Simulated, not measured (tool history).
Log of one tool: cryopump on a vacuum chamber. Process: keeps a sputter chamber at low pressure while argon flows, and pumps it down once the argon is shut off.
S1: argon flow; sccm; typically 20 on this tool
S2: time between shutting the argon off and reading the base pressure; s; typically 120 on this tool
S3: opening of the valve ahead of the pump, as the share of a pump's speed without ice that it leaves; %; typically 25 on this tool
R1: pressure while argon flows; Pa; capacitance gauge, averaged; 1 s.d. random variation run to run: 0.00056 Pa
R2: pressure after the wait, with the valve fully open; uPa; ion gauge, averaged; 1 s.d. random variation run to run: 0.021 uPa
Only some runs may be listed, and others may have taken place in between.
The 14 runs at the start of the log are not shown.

{"run": 15, "day": 20.567, "S1": 20, "S2": 120, "S3": 18, "R1": 0.0892, "R2": 0.96}
{"run": 16, "day": 21.404, "S1": 20, "S2": 120, "S3": 25, "R1": 0.0647, "R2": 0.97}
{"run": 17, "day": 23.196, "S1": 20, "S2": 120, "S3": 25, "R1": 0.0656, "R2": 0.97}
{"run": 18, "day": 25.0, "S1": 20, "S2": 120, "S3": 25, "R1": 0.0667, "R2": 1.0}
{"run": 19, "day": 25.838, "S1": 20, "S2": 90, "S3": 25, "R1": 0.0657, "R2": 1.13}
{"run": 20, "day": 27.571, "S1": 20, "S2": 101, "S3": 25, "R1": 0.0672, "R2": 1.14}
{"run": 21, "day": 29.038, "S1": 29, "S2": 75, "S3": 44, "R1": 0.0589, "R2": 1.27}
{"day": 29.383, "done": "pump warmed up, emptied and cooled again"}
{"run": 22, "day": 30.95, "S1": 20, "S2": 120, "S3": 45, "R1": 0.0353, "R2": 0.88}
{"day": 32.221, "done": "leaking fittings of the chamber tightened, without venting"}
{"run": 23, "day": 32.517, "S1": 20, "S2": 120, "S3": 45, "R1": 0.0363, "R2": 0.55}
{"run": 24, "day": 33.338, "S1": 37, "S2": 30, "S3": 34, "R1": 0.087, "R2": 1.65}
{"run": 25, "day": 34.767, "S1": 11, "S2": 238, "S3": 52, "R1": 0.0164, "R2": 0.39}
{"run": 26, "day": 35.562, "S1": 16, "S2": 45, "S3": 44, "R1": 0.0297, "R2": 1.14}
{"run": 27, "day": 36.438, "S1": 16, "S2": 122, "S3": 18, "R1": 0.0684, "R2": 0.57}
{"run": 28, "day": 37.379, "S1": 20, "S2": 120, "S3": 26, "R1": 0.0604, "R2": 0.59}
{"run": 29, "day": 39.129, "S1": 20, "S2": 120, "S3": 17, "R1": 0.092, "R2": 0.55}
{"run": 30, "day": 40.808, "S1": 20, "S2": 120, "S3": 17, "R1": 0.0933, "R2": 0.58}
{"run": 31, "day": 41.688, "S1": 9, "S2": 118, "S3": 37, "R1": 0.0203, "R2": 0.57}
{"run": 32, "day": 42.533, "S1": 9, "S2": 42, "S3": 53, "R1": 0.0153, "R2": 1.29}
{"run": 33, "day": 44.225, "S1": 9, "S2": 42, "S3": 53, "R1": 0.0145, "R2": 1.32}
{"run": 34, "day": 45.392, "S1": 9, "S2": 42, "S3": 53, "R1": 0.0149, "R2": 1.26}
{"run": 35, "day": 46.283, "S1": 9, "S2": 42, "S3": 53, "R1": 0.0155, "R2": 1.33}

Alternative continuations, all from the tool just after run 35; predict every row:
{"run": "A", "day": 47.079, "S1": 26, "S2": 120, "S3": 25, "R1": "?", "R2": "?"}
{"run": "B", "day": 47.079, "S1": 9, "S2": 42, "S3": 24, "R1": "?", "R2": "?"}
{"run": "C", "day": 47.079, "S1": 20, "S2": 24, "S3": 25, "R1": "?", "R2": "?"}

run=A R1=0.0850 R2=0.60
run=B R1=0.0313 R2=1.26
run=C R1=0.0643 R2=2.12
With the hidden condition removed and each run's random variation left untouched, the same runs would have given:
run=A R1=0.0799 R2=0.49
run=B R1=0.0295 R2=1.15
run=C R1=0.0604 R2=2.01
